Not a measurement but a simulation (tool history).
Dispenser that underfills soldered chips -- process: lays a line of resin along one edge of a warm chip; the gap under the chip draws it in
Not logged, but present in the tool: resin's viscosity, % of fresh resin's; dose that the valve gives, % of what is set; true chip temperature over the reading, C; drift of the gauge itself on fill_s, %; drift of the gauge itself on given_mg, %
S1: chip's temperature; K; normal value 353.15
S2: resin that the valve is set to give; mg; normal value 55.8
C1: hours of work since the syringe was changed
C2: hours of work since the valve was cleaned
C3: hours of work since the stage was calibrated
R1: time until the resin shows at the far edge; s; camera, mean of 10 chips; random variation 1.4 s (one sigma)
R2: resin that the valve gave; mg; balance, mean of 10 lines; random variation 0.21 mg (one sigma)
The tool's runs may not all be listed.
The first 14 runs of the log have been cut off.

-- hour=96.5 new syringe of resin
-- hour=97.5 dispensing valve cleaned and set on the balance
run 15 hour=98.9 | S1=353.15 S2=67.7 | C1=1 C2=1 C3=339 | R1=138.6 R2=67.77
run 16 hour=104.5 | S1=353.15 S2=67.7 | C1=5 C2=5 C3=343 | R1=192.3 R2=67.54
-- hour=106.6 new syringe of resin
run 17 hour=111 | S1=353.15 S2=63 | C1=3 C2=10 C3=348 | R1=162.7 R2=63.44
-- hour=115.7 new syringe of resin
run 18 hour=116.8 | S1=353.15 S2=55.8 | C1=1 C2=15 C3=352 | R1=135.2 R2=55.87
run 19 hour=121.4 | S1=356.15 S2=72.2 | C1=4 C2=18 C3=356 | R1=149.4 R2=71.85
-- hour=125.1 new syringe of resin
run 20 hour=130.7 | S1=356.15 S2=72.2 | C1=4 C2=25 C3=363 | R1=151.8 R2=71.23
-- hour=134.1 new syringe of resin
run 21 hour=139.1 | S1=349.15 S2=50 | C1=4 C2=31 C3=369 | R1=204.6 R2=49.67
-- hour=143.6 new syringe of resin
run 22 hour=144.9 | S1=353.15 S2=63.3 | C1=1 C2=36 C3=373 | R1=136.3 R2=62.79
-- hour=152.8 new syringe of resin
run 23 hour=153.7 | S1=367.15 S2=63.3 | C1=1 C2=42 C3=380 | R1=73.3 R2=62.75
-- hour=161.9 new syringe of resin
run 24 hour=161.9 | S1=367.15 S2=50.8 | C1=0 C2=48 C3=386 | R1=71.6 R2=50.44
run 25 hour=167 | S1=353.15 S2=53.5 | C1=4 C2=52 C3=390 | R1=170 R2=52.3
-- hour=171.2 new syringe of resin
run 26 hour=173 | S1=340.15 S2=60.9 | C1=1 C2=57 C3=395 | R1=241.5 R2=59.82
run 27 hour=178.9 | S1=340.15 S2=60.3 | C1=6 C2=61 C3=399 | R1=345.5 R2=59.37
-- hour=180.3 new syringe of resin
run 28 hour=185.8 | S1=349.15 S2=55.8 | C1=4 C2=67 C3=404 | R1=201.7 R2=55.08
-- hour=189.5 new syringe of resin
run 29 hour=193.7 | S1=349.15 S2=55.8 | C1=3 C2=72 C3=410 | R1=191.1 R2=54.69
-- hour=198.6 new syringe of resin
run 30 hour=202.5 | S1=351.15 S2=61.9 | C1=3 C2=79 C3=417 | R1=175.4 R2=60.36
-- hour=208 new syringe of resin
run 31 hour=209.5 | S1=351.15 S2=61.9 | C1=1 C2=84 C3=422 | R1=146.5 R2=60.6
run 32 hour=216 | S1=351.15 S2=61.9 | C1=6 C2=89 C3=427 | R1=212.7 R2=60.4
-- hour=216.8 new syringe of resin
-- hour=225.7 new syringe of resin
run 33 hour=225.7 | S1=347.15 S2=55.1 | C1=0 C2=96 C3=434 | R1=159.5 R2=53.79
run 34 hour=233.2 | S1=355.15 S2=52 | C1=6 C2=102 C3=440 | R1=183.2 R2=50.23
-- hour=235 new syringe of resin
run 35 hour=241.2 | S1=354.15 S2=60.9 | C1=5 C2=108 C3=446 | R1=171 R2=58.9

3 options for the next run, each taken on its own from the tool as it stands now. Forecast them:
-- hour=244 new syringe of resin
-- hour=249.7 dispensing valve cleaned and set on the balance
run A hour=251.1 | S1=341.15 S2=65 | C1=5 C2=1 C3=453 | R1=? R2=?
-- hour=244 new syringe of resin
-- hour=249.7 dispensing valve cleaned and set on the balance
run B hour=251.1 | S1=354.15 S2=57.5 | C1=5 C2=1 C3=453 | R1=? R2=?
-- hour=244 new syringe of resin
-- hour=249.7 dispensing valve cleaned and set on the balance
run C hour=251.1 | S1=361.15 S2=53 | C1=5 C2=1 C3=453 | R1=? R2=?

run=A R1=292.7 R2=65.26
run=B R1=169.7 R2=57.66
run=C R1=128.3 R2=52.99
Stripped of hidden state, with their random variation kept, the same runs would have yielded:
run=A R1=233.8 R2=65.33
run=B R1=134.2 R2=57.72
run=C R1=100.9 R2=53.05
